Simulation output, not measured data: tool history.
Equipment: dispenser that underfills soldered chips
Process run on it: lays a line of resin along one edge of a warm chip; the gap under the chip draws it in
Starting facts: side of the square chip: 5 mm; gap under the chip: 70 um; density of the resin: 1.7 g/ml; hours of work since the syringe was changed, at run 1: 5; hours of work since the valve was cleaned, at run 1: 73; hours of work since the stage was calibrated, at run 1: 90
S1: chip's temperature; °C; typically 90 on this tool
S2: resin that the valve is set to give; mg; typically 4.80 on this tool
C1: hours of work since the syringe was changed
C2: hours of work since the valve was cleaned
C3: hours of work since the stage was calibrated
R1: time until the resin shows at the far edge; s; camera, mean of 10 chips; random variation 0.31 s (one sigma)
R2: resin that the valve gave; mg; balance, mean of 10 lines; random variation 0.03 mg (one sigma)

run 1 hour=0.0 | S1=90 S2=4.80 | C1=5 C2=73 C3=90 | R1=9.6 R2=4.58
run 2 hour=5.2 | S1=90 S2=4.80 | C1=10 C2=77 C3=94 | R1=13.1 R2=4.61
-- hour=7.8 new syringe of resin
run 3 hour=9.0 | S1=90 S2=4.80 | C1=1 C2=80 C3=97 | R1=7.7 R2=4.48
run 4 hour=12.6 | S1=90 S2=4.80 | C1=4 C2=83 C3=100 | R1=8.9 R2=4.54
run 5 hour=15.1 | S1=90 S2=4.80 | C1=6 C2=85 C3=102 | R1=9.9 R2=4.51
-- hour=18.9 dispensing valve cleaned and set on the balance
run 6 hour=20.5 | S1=90 S2=4.80 | C1=9 C2=1 C3=105 | R1=13.0 R2=4.79
-- hour=23.3 new syringe of resin
run 7 hour=25.7 | S1=90 S2=4.80 | C1=2 C2=5 C3=109 | R1=8.4 R2=4.75
run 8 hour=30.8 | S1=90 S2=4.80 | C1=6 C2=9 C3=113 | R1=11.0 R2=4.71
run 9 hour=35.8 | S1=99 S2=4.80 | C1=10 C2=13 C3=117 | R1=9.3 R2=4.69
-- hour=37.7 new syringe of resin
run 10 hour=41.1 | S1=93 S2=4.80 | C1=3 C2=17 C3=121 | R1=7.6 R2=4.74
run 11 hour=43.5 | S1=93 S2=4.80 | C1=5 C2=19 C3=123 | R1=8.3 R2=4.71
run 12 hour=46.8 | S1=93 S2=4.80 | C1=7 C2=22 C3=126 | R1=9.9 R2=4.64
run 13 hour=51.0 | S1=93 S2=4.80 | C1=11 C2=25 C3=129 | R1=12.5 R2=4.71
-- hour=52.1 new syringe of resin
run 14 hour=53.8 | S1=85 S2=5.65 | C1=1 C2=27 C3=131 | R1=9.4 R2=5.54
run 15 hour=58.4 | S1=90 S2=6.10 | C1=5 C2=31 C3=135 | R1=9.6 R2=5.96
run 16 hour=61.1 | S1=78 S2=4.89 | C1=7 C2=33 C3=137 | R1=20.0 R2=4.72
run 17 hour=65.7 | S1=95 S2=4.12 | C1=11 C2=37 C3=140 | R1=12.1 R2=3.99
-- hour=66.7 new syringe of resin
run 18 hour=68.6 | S1=95 S2=5.79 | C1=2 C2=39 C3=142 | R1=6.4 R2=5.55
run 19 hour=72.5 | S1=87 S2=4.58 | C1=5 C2=42 C3=146 | R1=11.2 R2=4.42

Predict the results of run 20:
run 20 hour=77.8 | S1=95 S2=5.74 | C1=9 C2=46 C3=150 | R1=? R2=?

R1: 10.5 s
R2: 5.52 mg
Minus the tool's unlogged condition, the same run would have read R1 5.8 s, R2 5.73 mg.
